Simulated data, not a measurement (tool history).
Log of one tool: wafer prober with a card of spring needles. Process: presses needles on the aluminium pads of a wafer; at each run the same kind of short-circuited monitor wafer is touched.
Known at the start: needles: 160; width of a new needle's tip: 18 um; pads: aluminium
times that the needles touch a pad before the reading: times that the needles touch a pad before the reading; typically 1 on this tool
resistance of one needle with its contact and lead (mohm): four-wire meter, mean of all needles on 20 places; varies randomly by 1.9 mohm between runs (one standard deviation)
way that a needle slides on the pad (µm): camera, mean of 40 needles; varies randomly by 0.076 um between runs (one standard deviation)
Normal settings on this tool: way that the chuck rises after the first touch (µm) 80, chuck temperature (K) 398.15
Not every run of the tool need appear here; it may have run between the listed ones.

run	hour	way that the chuck rises after the first touch (µm)	chuck temperature (K)	times that the needles touch a pad before the reading	resistance of one needle with its contact and lead (mohm)	way that a needle slides on the pad (µm)
1	0.0	80	398.15	1	313	9.75
# hour 2.0: tips cleaned on abrasive film
# hour 11.3: tips cleaned on abrasive film
# hour 20.7: tips cleaned on abrasive film
# hour 30.0: tips cleaned on abrasive film
2	34.0	80	398.15	1	277	9.89
# hour 37.8: tips cleaned on abrasive film
# hour 45.3: tips cleaned on abrasive film
# hour 54.6: tips cleaned on abrasive film
# hour 64.0: tips cleaned on abrasive film
# hour 73.4: tips cleaned on abrasive film
# hour 82.7: tips cleaned on abrasive film
3	88.8	80	398.15	1	311	9.69
# hour 90.8: tips cleaned on abrasive film
# hour 98.3: tips cleaned on abrasive film
# hour 107.7: tips cleaned on abrasive film
# hour 115.2: tips cleaned on abrasive film
4	119.3	80	398.15	3	247	9.60
# hour 123.1: tips cleaned on abrasive film
# hour 130.6: tips cleaned on abrasive film
# hour 140.0: tips cleaned on abrasive film
5	142.5	80	398.15	1	269	9.57
# hour 148.2: tips cleaned on abrasive film
# hour 155.7: tips cleaned on abrasive film
# hour 165.0: tips cleaned on abrasive film
# hour 174.4: tips cleaned on abrasive film
6	174.7	80	317.15	1	223	9.69
# hour 182.2: tips cleaned on abrasive film
# hour 191.6: tips cleaned on abrasive film
# hour 201.0: tips cleaned on abrasive film
# hour 210.3: tips cleaned on abrasive film
7	216.6	80	398.15	1	319	9.40
# hour 218.5: tips cleaned on abrasive film
# hour 227.9: tips cleaned on abrasive film
# hour 237.3: tips cleaned on abrasive film
# hour 246.6: tips cleaned on abrasive film
# hour 256.0: tips cleaned on abrasive film
# hour 265.3: tips cleaned on abrasive film
8	266.3	80	398.15	1	252	9.49
# hour 273.8: tips cleaned on abrasive film
# hour 281.3: tips cleaned on abrasive film
# hour 290.6: tips cleaned on abrasive film
# hour 300.0: tips cleaned on abrasive film
# hour 309.4: tips cleaned on abrasive film
9	314.0	80	398.15	1	309	9.26
# hour 317.8: tips cleaned on abrasive film
# hour 325.3: tips cleaned on abrasive film
# hour 334.7: tips cleaned on abrasive film
10	338.5	80	368.15	1	292	9.35
# hour 342.3: tips cleaned on abrasive film
# hour 349.8: tips cleaned on abrasive film
# hour 359.2: tips cleaned on abrasive film
# hour 368.6: tips cleaned on abrasive film
# hour 377.9: tips cleaned on abrasive film
# hour 386.2: tips cleaned on abrasive film
11	386.2	80	312.15	1	209	9.21
# hour 395.5: tips cleaned on abrasive film
# hour 403.2: height of the first contact set anew
# hour 405.2: tips cleaned on abrasive film
# hour 414.6: tips cleaned on abrasive film
# hour 422.1: tips cleaned on abrasive film
# hour 431.4: tips cleaned on abrasive film
# hour 438.9: tips cleaned on abrasive film
12	442.1	80	398.15	2	249	10.03
# hour 447.7: tips cleaned on abrasive film
# hour 455.2: tips cleaned on abrasive film
# hour 464.6: tips cleaned on abrasive film
# hour 474.0: tips cleaned on abrasive film
# hour 483.3: tips cleaned on abrasive film
13	484.8	89	398.15	1	246	11.26
# hour 492.3: tips cleaned on abrasive film
# hour 501.7: tips cleaned on abrasive film
# hour 511.1: tips cleaned on abrasive film
# hour 520.4: tips cleaned on abrasive film
14	522.8	81	311.15	1	258	9.98
# hour 528.4: tips cleaned on abrasive film
# hour 535.9: tips cleaned on abrasive film
# hour 545.3: tips cleaned on abrasive film
# hour 554.7: tips cleaned on abrasive film
# hour 564.0: tips cleaned on abrasive film
# hour 573.4: tips cleaned on abrasive film
15	575.2	81	311.15	1	237	10.04
# hour 582.7: tips cleaned on abrasive film
# hour 592.1: tips cleaned on abrasive film
# hour 599.6: tips cleaned on abrasive film
16	606.0	80	340.15	1	310	9.93
# hour 607.9: tips cleaned on abrasive film
# hour 617.3: tips cleaned on abrasive film
# hour 626.6: tips cleaned on abrasive film
# hour 636.0: tips cleaned on abrasive film
17	640.4	80	340.15	1	291	9.72
# hour 644.2: tips cleaned on abrasive film
# hour 653.6: tips cleaned on abrasive film
# hour 662.9: tips cleaned on abrasive film
# hour 672.3: tips cleaned on abrasive film
# hour 679.8: tips cleaned on abrasive film
# hour 688.6: tips cleaned on abrasive film
18	688.6	86	385.15	1	222	10.42
# hour 696.1: tips cleaned on abrasive film
# hour 705.5: tips cleaned on abrasive film
# hour 714.9: tips cleaned on abrasive film
# hour 724.2: tips cleaned on abrasive film
# hour 733.6: tips cleaned on abrasive film
# hour 743.0: tips cleaned on abrasive film
19	743.9	83	328.15	3	214	10.19
# hour 751.4: tips cleaned on abrasive film
# hour 760.8: tips cleaned on abrasive film
# hour 770.1: tips cleaned on abrasive film
20	774.4	80	333.15	2	256	9.54
# hour 778.2: tips cleaned on abrasive film
# hour 787.6: tips cleaned on abrasive film
# hour 796.9: tips cleaned on abrasive film
# hour 806.3: tips cleaned on abrasive film
21	807.7	95	300.15	1	223	11.43

Estimate the outcome of run 22 from the log above:
# hour 815.2: tips cleaned on abrasive film
# hour 824.6: tips cleaned on abrasive film
# hour 833.9: tips cleaned on abrasive film
# hour 843.3: tips cleaned on abrasive film
22	849.4	60	300.15	1	?	?

Run 22 produced resistance of one needle with its contact and lead (mohm) 443, way that a needle slides on the pad (µm) 7.03.
Take away the tool's hidden state, keep the run-to-run variation as it was, and the same run would have given resistance of one needle with its contact and lead (mohm) 193, way that a needle slides on the pad (µm) 7.69.
